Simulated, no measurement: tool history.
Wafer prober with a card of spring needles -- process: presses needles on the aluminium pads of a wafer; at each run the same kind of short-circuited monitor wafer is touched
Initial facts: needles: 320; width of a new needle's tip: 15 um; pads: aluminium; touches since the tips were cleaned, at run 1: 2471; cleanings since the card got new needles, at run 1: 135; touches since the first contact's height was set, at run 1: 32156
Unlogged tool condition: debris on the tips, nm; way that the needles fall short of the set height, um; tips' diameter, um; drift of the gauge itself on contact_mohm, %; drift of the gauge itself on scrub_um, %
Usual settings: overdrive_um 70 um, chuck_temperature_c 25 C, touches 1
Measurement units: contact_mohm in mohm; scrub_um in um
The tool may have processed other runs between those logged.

run,hour,overdrive_um,chuck_temperature_c,touches,touches since the tips were cleaned,cleanings since the card got new needles,touches since the first contact's height was set,contact_mohm,scrub_um
1,0,70,25,1,2471,135,32156,171,10.92
# hour 2.4: tips cleaned on abrasive film
# hour 7.9: tips cleaned on abrasive film
# hour 13.7: tips cleaned on abrasive film
2,17,70,25,1,2510,138,44823,173,10.92
# hour 19.4: tips cleaned on abrasive film
# hour 24.9: tips cleaned on abrasive film
# hour 30.7: tips cleaned on abrasive film
# hour 35.7: tips cleaned on abrasive film
3,35.7,70,25,1,0,142,58720,169,11
# hour 41.4: tips cleaned on abrasive film
4,45,70,25,2,2770,143,65736,173,10.93
# hour 46.2: tips cleaned on abrasive film
# hour 51.9: tips cleaned on abrasive film
# hour 57.2: tips cleaned on abrasive film
# hour 62.5: tips cleaned on abrasive film
5,62.5,70,25,2,0,147,78692,174,11
# hour 68.1: tips cleaned on abrasive film
# hour 73.6: tips cleaned on abrasive film
6,76.4,70,25,2,2190,149,89139,175,10.85
# hour 78.6: tips cleaned on abrasive film
# hour 84: tips cleaned on abrasive film
# hour 88.7: tips cleaned on abrasive film
7,90.5,70,25,1,1407,152,99596,172,10.89
# hour 94.1: tips cleaned on abrasive film
# hour 99.6: tips cleaned on abrasive film
# hour 99.9: height of the first contact set anew
# hour 105.5: tips cleaned on abrasive film
# hour 110.9: tips cleaned on abrasive film
8,110.9,70,25,1,0,156,8135,170,10.8
# hour 116.6: tips cleaned on abrasive film
# hour 122.2: tips cleaned on abrasive film
# hour 127.8: tips cleaned on abrasive film
9,129.4,70,25,1,1238,159,22000,167,10.84
# hour 133: tips cleaned on abrasive film
# hour 138.5: tips cleaned on abrasive film
# hour 143.4: tips cleaned on abrasive film
10,144.5,62,25,1,792,162,33194,172,9.55
# hour 149.2: tips cleaned on abrasive film
# hour 154.8: tips cleaned on abrasive film
11,156.2,62,25,1,1111,164,41987,174,9.58
# hour 160: tips cleaned on abrasive film
# hour 165.1: tips cleaned on abrasive film
# hour 170.3: tips cleaned on abrasive film
# hour 175: tips cleaned on abrasive film
12,175.4,70,25,2,252,168,56205,173,10.81
# hour 180.6: tips cleaned on abrasive film
# hour 186: tips cleaned on abrasive film
13,187.8,70,46,1,1375,170,65490,175,10.75
# hour 191.1: tips cleaned on abrasive film
# hour 196.6: tips cleaned on abrasive film
# hour 202.1: tips cleaned on abrasive film
14,206.2,70,46,1,3170,173,79260,177,10.86
# hour 207.5: tips cleaned on abrasive film
# hour 212.6: tips cleaned on abrasive film
# hour 218.5: tips cleaned on abrasive film
# hour 224: tips cleaned on abrasive film
15,226.2,70,46,1,1701,177,94157,179,10.7
# hour 229.8: tips cleaned on abrasive film
# hour 234.6: tips cleaned on abrasive film
16,234.6,70,46,1,0,179,100376,176,10.63
# hour 240.1: tips cleaned on abrasive film
# hour 243.6: height of the first contact set anew
# hour 245.7: tips cleaned on abrasive film
17,245.7,70,46,1,0,181,1527,175,10.72
# hour 249.1: gauge calibrated
# hour 251.2: tips cleaned on abrasive film
# hour 256.9: tips cleaned on abrasive film
# hour 262.2: tips cleaned on abrasive film
18,262.6,70,25,2,309,184,14122,173,10.97
# hour 267.3: tips cleaned on abrasive film
# hour 272.6: tips cleaned on abrasive film
# hour 278.4: tips cleaned on abrasive film
19,278.7,56,25,1,226,187,26111,176,8.67
# hour 283.3: tips cleaned on abrasive film
# hour 288.2: tips cleaned on abrasive film
20,291.7,60,56,3,2654,189,35875,180,9.39
# hour 293: tips cleaned on abrasive film
# hour 298.7: tips cleaned on abrasive film
21,300.3,82,94,1,1145,191,42182,184,12.9
# hour 304.5: tips cleaned on abrasive film
# hour 310.3: tips cleaned on abrasive film
# hour 315.9: tips cleaned on abrasive film
22,315.9,82,94,3,0,194,53844,183,12.72
# hour 321.3: tips cleaned on abrasive film
23,324.8,54,25,1,2674,195,60503,177,8.46
# hour 326.8: tips cleaned on abrasive film
# hour 332.5: tips cleaned on abrasive film
# hour 338.4: tips cleaned on abrasive film
24,341.8,54,25,2,2611,198,73193,176,8.44
# hour 344.2: tips cleaned on abrasive film
# hour 349.9: tips cleaned on abrasive film
# hour 355.6: tips cleaned on abrasive film
25,358.1,54,25,2,1916,201,85349,176,8.38
# hour 360.3: tips cleaned on abrasive film
# hour 366: tips cleaned on abrasive film
# hour 371.8: tips cleaned on abrasive film
26,374.9,79,45,2,2363,204,97910,173,12.27
# hour 377.3: tips cleaned on abrasive film
# hour 382.4: tips cleaned on abrasive film
# hour 387.1: height of the first contact set anew
# hour 388.1: tips cleaned on abrasive film
# hour 393.6: tips cleaned on abrasive film
27,395.1,50,68,2,1132,208,5874,188,7.61
# hour 398.3: tips cleaned on abrasive film
# hour 404: tips cleaned on abrasive film
28,408.1,50,68,2,3139,210,15629,184,7.69
# hour 409.4: tips cleaned on abrasive film
# hour 414.9: tips cleaned on abrasive film
29,418.7,79,68,2,2895,212,23549,178,12.23

3 options for the next run, each taken on its own from the tool as it stands now. Forecast them:
# hour 419.8: tips cleaned on abrasive film
# hour 425.3: tips cleaned on abrasive film
A,427.8,63,29,1,1931,214,30281,?,?
# hour 419.8: tips cleaned on abrasive film
# hour 425.3: tips cleaned on abrasive film
B,427.8,71,68,2,1931,214,30281,?,?
# hour 419.8: tips cleaned on abrasive film
# hour 425.3: tips cleaned on abrasive film
C,427.8,79,58,2,1931,214,30281,?,?

run,contact_mohm,scrub_um
A,177,9.68
B,181,10.96
C,179,12.15
With no hidden state in the tool, these same runs would have given:
run,contact_mohm,scrub_um
A,177,9.87
B,181,11.18
C,179,12.39

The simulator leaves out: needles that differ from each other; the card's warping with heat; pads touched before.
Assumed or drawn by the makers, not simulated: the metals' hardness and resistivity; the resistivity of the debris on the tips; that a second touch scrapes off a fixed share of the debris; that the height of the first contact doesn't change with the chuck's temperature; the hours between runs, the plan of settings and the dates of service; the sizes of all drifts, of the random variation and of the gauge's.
